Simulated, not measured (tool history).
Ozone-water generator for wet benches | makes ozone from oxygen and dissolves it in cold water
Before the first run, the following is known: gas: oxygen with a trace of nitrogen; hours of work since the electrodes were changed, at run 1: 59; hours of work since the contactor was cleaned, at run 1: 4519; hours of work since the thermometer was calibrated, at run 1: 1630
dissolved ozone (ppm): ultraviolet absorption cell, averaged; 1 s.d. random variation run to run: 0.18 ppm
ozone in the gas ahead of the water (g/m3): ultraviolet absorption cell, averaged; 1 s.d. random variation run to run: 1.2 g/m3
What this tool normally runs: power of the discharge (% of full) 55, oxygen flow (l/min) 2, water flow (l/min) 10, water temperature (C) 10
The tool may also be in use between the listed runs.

run	hour	power of the discharge (% of full)	oxygen flow (l/min)	water flow (l/min)	water temperature (C)	hours of work since the electrodes were changed	hours of work since the contactor was cleaned	hours of work since the thermometer was calibrated	dissolved ozone (ppm)	ozone in the gas ahead of the water (g/m3)
1	0	55	2	10	10	59	4519	1630	25.1	231.1
2	78.6	55	2	10	10	135	4596	1706	25.4	231.4
3	140.8	55	2	10	10	196	4656	1767	25.3	230.2
4	173.6	55	2.94	10	10	228	4688	1798	26.5	189.9
5	209.7	55	2.94	10	10	263	4723	1834	26.4	191.3
6	263.8	55	2	10	10	315	4776	1886	24.9	230.2
7	314.7	55	2	10	10	365	4825	1935	25.2	229.8
8	388.5	55	2	14	10	436	4897	2007	17.9	230.6
9	424.1	55	2	14	10	471	4931	2042	17.6	228.9
10	491.8	55	2	8	10	537	4997	2108	30.6	230.2
11	549.6	55	2	8	10	593	5053	2164	30.6	227.3
12	609.5	55	2	8	10	651	5112	2222	30.5	228.3
13	655.1	64	2	10	10	696	5156	2266	27.5	250.1
14	697.7	64	2	10	10	737	5197	2308	27.5	251.6
15	769.4	55	2	10	10	807	5267	2377	24.7	225.2
16	828.7	55	2	10	6	864	5325	2435	26	225.8
17	885.2	55	1.33	7	10	919	5380	2490	31.2	275.1
18	936.6	98	2	10	15	969	5430	2540	34.3	335
19	982.5	50	2	10	8	1014	5474	2584	23.9	210.7
20	1048.6	44	2	10	8	1078	5538	2649	21.4	193.6
21	1090.7	55	3.23	10	7	1119	5579	2690	27.4	178.5
22	1165.9	55	3.23	9	14	1192	5652	2763	26.5	178.8
23	1218.3	55	3.23	9	14	1243	5703	2814	26.8	178.9
24	1260.1	55	3.6	9	14	1283	5744	2854	26.7	169.2
25	1321.5	55	3.6	9	14	1343	5804	2914	27	167.3
26	1369.4	55	3.6	9	14	1390	5850	2960	26.6	168.6
27	1441.1	74	1.1	11	13	1459	5920	3030	22.5	365.9
28	1476.5	52	2.72	14	13	1494	5954	3064	17.5	184
29	1534.4	46	1.08	14	13	1550	6010	3121	12.5	265.8
30	1608.4	63	2	10	17	1622	6082	3193	24.7	243.5
31	1644.6	81	1.71	15	13	1657	6118	3228	19.2	312.7
32	1699.1	81	3.11	15	13	1710	6170	3281	22	234

Hidden state or all else? Some run-to-run changes of dissolved ozone (ppm), split into what the settings, what came in and random variation would give without the hidden state, and what is left for the hidden state (with any gauge scatter that isn't in both results):
The hidden state here: yield of the discharge, % of new electrodes'; contactor's efficiency, % of a clean one's; true water temperature over the reading, C; drift of the gauge itself on ozone_ppm, %; drift of the gauge itself on gas_g_m3, %.
Run 9 -> 10: water flow (l/min) 14 -> 8. dissolved ozone (ppm) +13: hidden state -0.2, all else +13.2.
Run 17 -> 18: power of the discharge (% of full) 55 -> 98, oxygen flow (l/min) 1.33 -> 2, water flow (l/min) 7 -> 10, water temperature (C) 10 -> 15. dissolved ozone (ppm) +3.1: hidden state -0.6, all else +3.7.
Run 18 -> 19: power of the discharge (% of full) 98 -> 50, water temperature (C) 15 -> 8. dissolved ozone (ppm) -10.4: hidden state +0.7, all else -11.1.
Run 29 -> 30: power of the discharge (% of full) 46 -> 63, oxygen flow (l/min) 1.08 -> 2, water flow (l/min) 14 -> 10, water temperature (C) 13 -> 17. dissolved ozone (ppm) +12.2: hidden state -0.9, all else +13.1.

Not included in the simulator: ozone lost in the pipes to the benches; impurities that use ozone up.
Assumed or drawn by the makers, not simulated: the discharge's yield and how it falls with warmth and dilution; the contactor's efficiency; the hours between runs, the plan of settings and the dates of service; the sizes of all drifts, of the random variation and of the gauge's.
